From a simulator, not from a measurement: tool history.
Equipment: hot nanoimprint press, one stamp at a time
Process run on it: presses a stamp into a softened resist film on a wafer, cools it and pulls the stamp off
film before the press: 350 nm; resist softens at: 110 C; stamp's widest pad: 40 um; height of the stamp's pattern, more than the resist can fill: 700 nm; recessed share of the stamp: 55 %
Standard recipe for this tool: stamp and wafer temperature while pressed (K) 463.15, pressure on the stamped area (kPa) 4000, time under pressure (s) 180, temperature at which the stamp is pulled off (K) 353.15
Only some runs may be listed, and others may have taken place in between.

run	hour	stamp and wafer temperature while pressed (K)	pressure on the stamped area (kPa)	time under pressure (s)	temperature at which the stamp is pulled off (K)	resist left under the stamp's widest pad (Å)	greatest force while the stamp is pulled off (N)
1	0.0	463.15	4000	180	353.15	1580	161
# hour 11.6: stamp cleaned and given a new release coat
2	35.2	463.15	4000	180	353.15	1567	150
3	79.7	463.15	2610	180	353.15	1839	150
4	119.1	463.15	2610	180	353.15	1876	151
5	171.4	463.15	2610	180	353.15	1853	156
# hour 206.4: plate thermocouple calibrated
6	209.7	463.15	5000	180	353.15	1466	154
7	260.2	465.15	5000	180	353.15	1329	161
# hour 297.6: stamp cleaned and given a new release coat
# hour 305.9: plate thermocouple calibrated, once more
8	310.0	465.15	5000	180	353.15	1290	144
9	362.1	465.15	5000	180	353.15	1291	147
10	416.9	465.15	5000	180	353.15	1300	154
11	450.2	465.15	5000	180	353.15	1294	152
12	495.7	465.15	5000	180	353.15	1299	156
13	553.2	463.15	4000	180	357.15	1572	148
# hour 582.0: stamp cleaned and given a new release coat
14	612.6	463.15	4000	180	353.15	1601	149
15	674.6	463.15	4000	180	353.15	1601	154
16	707.3	458.15	6180	279	356.15	1484	142
17	760.3	458.15	6180	134	351.15	1957	164
# hour 779.5: press's hydraulic seals changed and the load cell set to zero
# hour 789.0: plate thermocouple calibrated
18	831.4	458.15	6180	134	346.15	1855	181

Estimate the outcome of run 19 from the log above:
# hour 874.9: stamp cleaned and given a new release coat
19	898.3	458.15	6180	134	346.15	?	?

Run 19 came out at resist left under the stamp's widest pad (Å) 1842, greatest force while the stamp is pulled off (N) 161.
Had the tool carried no hidden state, the very same run would have given resist left under the stamp's widest pad (Å) 1820, greatest force while the stamp is pulled off (N) 159.
